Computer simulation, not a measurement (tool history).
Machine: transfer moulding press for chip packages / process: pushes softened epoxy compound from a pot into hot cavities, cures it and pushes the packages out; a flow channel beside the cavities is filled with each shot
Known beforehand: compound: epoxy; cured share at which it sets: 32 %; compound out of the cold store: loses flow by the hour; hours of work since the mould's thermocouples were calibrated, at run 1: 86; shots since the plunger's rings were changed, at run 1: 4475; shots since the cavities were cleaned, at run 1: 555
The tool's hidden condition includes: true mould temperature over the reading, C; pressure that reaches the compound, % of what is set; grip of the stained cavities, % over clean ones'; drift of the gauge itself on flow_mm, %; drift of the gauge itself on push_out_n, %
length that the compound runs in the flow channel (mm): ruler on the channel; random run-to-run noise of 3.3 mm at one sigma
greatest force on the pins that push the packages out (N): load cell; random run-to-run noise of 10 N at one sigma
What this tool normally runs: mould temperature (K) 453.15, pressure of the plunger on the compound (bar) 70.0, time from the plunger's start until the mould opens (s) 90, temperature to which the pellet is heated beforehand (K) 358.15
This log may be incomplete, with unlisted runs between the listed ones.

run	hour	mould temperature (K)	pressure of the plunger on the compound (bar)	time from the plunger's start until the mould opens (s)	temperature to which the pellet is heated beforehand (K)	hours of work since the mould's thermocouples were calibrated	shots since the plunger's rings were changed	shots since the cavities were cleaned	incoming compound's hours out of the cold store	length that the compound runs in the flow channel (mm)	greatest force on the pins that push the packages out (N)
1	0.0	453.15	70.0	90	358.15	86	4475	555	27.8	752	690
2	10.7	453.15	70.0	90	358.15	93	4619	699	29.9	741	715
3	21.1	453.15	70.0	90	358.15	100	4760	840	44.4	684	720
4	31.9	453.15	79.4	90	358.15	108	4906	986	26.2	802	770
# hour 38.8: cavities cleaned with cleaning compound and waxed
5	41.7	453.15	70.0	90	358.15	114	5018	39	25.1	758	507
6	58.0	453.15	70.0	90	349.15	125	5238	259	28.7	744	567
# hour 68.7: plunger's sealing rings changed
7	77.6	453.15	70.0	77	358.15	137	121	490	11.2	849	846
8	87.7	453.15	70.0	77	358.15	144	258	627	39.2	732	804
9	102.8	453.15	70.0	77	358.15	154	461	830	46.5	699	853
10	112.3	453.15	70.0	90	358.15	161	591	960	17.0	819	799
# hour 121.3: cavities cleaned with cleaning compound and waxed
11	130.9	453.15	70.0	90	358.15	173	821	130	40.0	728	520
12	138.2	453.15	70.0	90	358.15	178	919	228	33.4	751	554
13	147.2	453.15	70.0	90	358.15	184	1041	350	29.5	767	629
14	158.5	453.15	70.0	90	358.15	192	1194	503	9.5	852	632
15	168.3	453.15	82.4	82	358.15	199	1326	635	43.9	771	725
16	183.6	453.15	82.4	82	358.15	209	1534	843	11.7	905	831
17	194.3	453.15	82.4	82	358.15	217	1677	986	19.0	875	866
# hour 201.8: cavities cleaned with cleaning compound and waxed
18	210.5	453.15	82.4	82	358.15	227	1876	118	20.5	868	570
19	225.7	453.15	56.7	90	358.15	237	2081	323	46.8	626	582
20	241.3	453.15	70.0	90	359.15	248	2292	534	26.1	772	623
21	250.3	447.15	70.0	90	368.15	254	2413	655	31.4	774	903
22	259.1	447.15	77.5	80	368.15	260	2532	774	20.7	869	1239
23	270.1	453.15	77.8	90	358.15	268	2682	924	43.4	742	721
# hour 282.0: cavities cleaned with cleaning compound and waxed
24	282.0	446.15	57.7	81	361.15	275	2822	0	38.9	679	811
25	292.7	453.15	70.0	90	361.15	283	2966	144	38.5	717	525

Alternative continuations, all from the tool just after run 25; predict every row:
A	307.2	453.15	87.3	104	361.15	293	3162	340	24.8	?	?
B	307.2	447.15	54.5	90	360.15	293	3162	340	36.2	?	?
C	307.2	456.15	60.9	90	355.15	293	3162	340	37.8	?	?
D	307.2	453.15	62.8	109	359.15	293	3162	340	22.7	?	?
E	307.2	453.15	70.1	90	361.15	293	3162	340	29.8	?	?

run	length that the compound runs in the flow channel (mm)	greatest force on the pins that push the packages out (N)
A	857	561
B	666	780
C	663	545
D	742	523
E	748	594
The same runs, with their run-to-run variation unchanged, on a tool lacking any hidden condition would have given:
run	length that the compound runs in the flow channel (mm)	greatest force on the pins that push the packages out (N)
A	883	430
B	686	619
C	683	418
D	764	398
E	770	461
